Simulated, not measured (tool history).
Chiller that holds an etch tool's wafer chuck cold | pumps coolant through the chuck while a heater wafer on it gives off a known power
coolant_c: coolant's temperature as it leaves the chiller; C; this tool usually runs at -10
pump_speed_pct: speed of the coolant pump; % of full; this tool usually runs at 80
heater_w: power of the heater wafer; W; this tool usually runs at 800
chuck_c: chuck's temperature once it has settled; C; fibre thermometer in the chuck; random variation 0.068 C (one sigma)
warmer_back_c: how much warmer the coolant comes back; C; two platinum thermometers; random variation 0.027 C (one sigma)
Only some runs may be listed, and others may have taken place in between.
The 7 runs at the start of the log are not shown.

run,hour,coolant_c,pump_speed_pct,heater_w,chuck_c,warmer_back_c
8,194.1,-10,80,800,-4.78,2.61
9,222.2,-10,80,800,-4.87,2.62
10,243.5,-10,80,800,-4.85,2.57
11,283.3,-10,80,800,-4.83,2.57
12,323.7,-10,80,800,-4.63,2.60
13,357.4,-10,80,800,-4.81,2.58
14,395.3,-10,80,800,-4.74,2.56
15,429.3,-19,80,800,-13.79,2.53
16,471.1,-19,80,800,-13.75,2.59
17,500.8,-10,81,582,-6.27,1.84
18,533.1,-10,80,540,-6.43,1.73
19,565.6,-18,93,800,-13.25,2.19
20,597.9,-16,93,800,-11.33,2.21
21,633.3,-3,93,624,0.70,1.80
22,663.6,-7,82,1166,0.64,3.67
23,692.9,-5,71,1198,3.44,4.41
24,718.5,-15,85,556,-11.45,1.67
25,739.4,-15,85,1170,-7.66,3.52
26,763.1,-11,71,931,-4.46,3.41
27,803.6,-16,99,1033,-10.05,2.68
28,841.7,-10,62,1030,-2.17,4.37
29,877.5,-10,62,1030,-2.13,4.32
30,900.6,-12,86,761,-7.10,2.23
31,925.5,-11,86,761,-5.97,2.31

4 options for the next run, each taken on its own from the tool as it stands now. Forecast them:
A,953.4,-12,80,800,?,?
B,953.4,-11,86,402,?,?
C,953.4,-10,92,1153,?,?
D,953.4,-14,80,800,?,?

run,chuck_c,warmer_back_c
A,-6.70,2.57
B,-8.50,1.22
C,-3.12,3.24
D,-8.79,2.53
With the hidden condition removed and each run's random variation left untouched, the same runs would have given:
run,chuck_c,warmer_back_c
A,-6.72,2.57
B,-8.51,1.22
C,-3.14,3.24
D,-8.81,2.52

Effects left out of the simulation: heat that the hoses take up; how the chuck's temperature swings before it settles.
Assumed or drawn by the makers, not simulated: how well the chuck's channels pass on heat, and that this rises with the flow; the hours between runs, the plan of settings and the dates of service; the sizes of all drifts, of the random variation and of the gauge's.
